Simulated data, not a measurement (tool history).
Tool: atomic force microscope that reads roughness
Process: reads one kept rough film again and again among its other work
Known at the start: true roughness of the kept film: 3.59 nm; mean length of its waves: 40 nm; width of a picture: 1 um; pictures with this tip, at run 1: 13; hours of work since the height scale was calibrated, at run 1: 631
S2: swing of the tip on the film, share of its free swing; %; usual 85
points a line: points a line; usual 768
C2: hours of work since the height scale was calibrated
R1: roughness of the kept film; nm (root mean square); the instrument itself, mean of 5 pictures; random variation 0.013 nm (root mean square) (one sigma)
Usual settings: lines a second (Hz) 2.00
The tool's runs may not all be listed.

Run 1, hour 0.0: usual settings; pictures with this tip 13; C2 631. Result: R1 3.079 nm (root mean square).
Run 2, hour 29.8: usual settings; pictures with this tip 41; C2 645. Result: R1 2.961 nm (root mean square).
Run 3, hour 50.5: usual settings but points a line 352; pictures with this tip 61; C2 655. Result: R1 2.854 nm (root mean square).
At hour 66.6: new tip fitted.
Run 4, hour 71.8: usual settings but points a line 352; pictures with this tip 5; C2 665. Result: R1 3.095 nm (root mean square).
Run 5, hour 97.9: usual settings but S2 65 %; pictures with this tip 29; C2 678. Result: R1 3.172 nm (root mean square).
Run 6, hour 113.4: usual settings but lines a second (Hz) 1.22; pictures with this tip 44; C2 685. Result: R1 3.042 nm (root mean square).
Run 7, hour 133.2: usual settings but S2 82 %, points a line 640; pictures with this tip 63; C2 695. Result: R1 2.894 nm (root mean square).
At hour 135.9: height scale calibrated on a step standard.
At hour 148.5: new tip fitted.
Run 8, hour 152.5: usual settings but S2 82 %, points a line 640; pictures with this tip 4; C2 8. Result: R1 3.178 nm (root mean square).
Run 9, hour 182.2: usual settings but S2 82 %, points a line 640; pictures with this tip 32; C2 22. Result: R1 3.050 nm (root mean square).
Run 10, hour 205.8: usual settings but S2 64 %, points a line 640; pictures with this tip 54; C2 33. Result: R1 3.111 nm (root mean square).
Run 11, hour 225.3: usual settings but lines a second (Hz) 0.66, S2 64 %, points a line 262; pictures with this tip 73; C2 43. Result: R1 3.027 nm (root mean square).

Some steps in R1 between neighbouring runs. How much of each would the tool show without its hidden state too (settings, what came in, random variation), and how much is left for the hidden state, with any gauge scatter that isn't in both results?
The hidden state here: radius of the tip, nm; height scale over the true one, %; drift of the gauge itself on roughness_nm, %.
Run 7 -> 8: height scale calibrated on a step standard, new tip fitted. R1 +0.284 nm (root mean square): hidden state +0.267, all else +0.017.
